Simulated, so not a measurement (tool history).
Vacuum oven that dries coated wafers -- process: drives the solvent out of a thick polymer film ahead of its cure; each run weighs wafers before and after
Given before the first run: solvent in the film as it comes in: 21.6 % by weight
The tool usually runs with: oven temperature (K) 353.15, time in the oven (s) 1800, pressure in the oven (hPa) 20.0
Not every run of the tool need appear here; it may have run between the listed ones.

run   hour  oven temperature (K)  time in the oven (s)  pressure in the oven (hPa)  solvent left in the film (%)
  1    0.0                353.15                  1800                        20.0                          2.15
  2   19.2                353.15                  1800                        20.0                          2.05
  3   32.8                353.15                  1800                        20.0                          2.07
  4   43.0                353.15                  1800                        20.0                          2.01
  5   51.9                353.15                  1800                        20.0                          2.12
  6   60.2                353.15                  1800                        20.0                          2.19
  7   79.4                367.15                  1800                        20.0                          0.93
  8   96.7                367.15                  1800                        20.0                          0.91
  9  111.3                367.15                  1800                        20.0                          0.92
 10  129.4                353.15                  1800                        20.0                          2.09
 11  144.0                353.15                  1800                        20.0                          2.15
 12  158.8                353.15                   900                        20.0                          4.67
 13  176.9                353.15                  1800                        20.0                          2.14
 14  192.3                353.15                  1800                        20.0                          2.14
 15  203.9                353.15                  1800                        20.0                          2.04
 16  214.9                353.15                  1800                        20.0                          2.21
 17  224.1                368.15                  2220                        30.7                          1.30
 18  243.0                353.15                  1440                        20.0                          2.69
 19  263.2                353.15                  1440                        20.0                          2.81
 20  275.5                353.15                  1440                        20.0                          2.66
 21  294.0                353.15                  1440                        20.0                          2.58
 22  309.2                353.15                  1440                        20.0                          2.69
 23  318.3                349.15                  1080                        20.0                          5.22
 24  337.7                343.15                  1560                        23.1                          5.84
 25  354.4                341.15                  1740                        20.0                          5.89
 26  365.6                359.15                  1800                        20.0                          1.29
 27  378.0                359.15                  1800                        20.0                          1.44
 28  393.4                345.15                  2520                        42.8                          5.37
 29  404.9                345.15                  2520                        42.8                          5.39
 30  416.3                347.15                  1800                        15.2                          3.15

Each row is a separate what-if for the run after 30, all from the same tool condition, not one after another. Results?
  A  429.2                345.15                  1620                        20.0                             ?
  B  429.2                365.15                  1680                        20.0                             ?
  C  429.2                367.15                  1920                        29.7                             ?

run  solvent left in the film (%)
  A                          4.60
  B                          1.04
  C                          1.30
Take away the tool's hidden state, keep each run's random variation, and the runs would have read:
run  solvent left in the film (%)
  A                          4.57
  B                          1.03
  C                          1.29
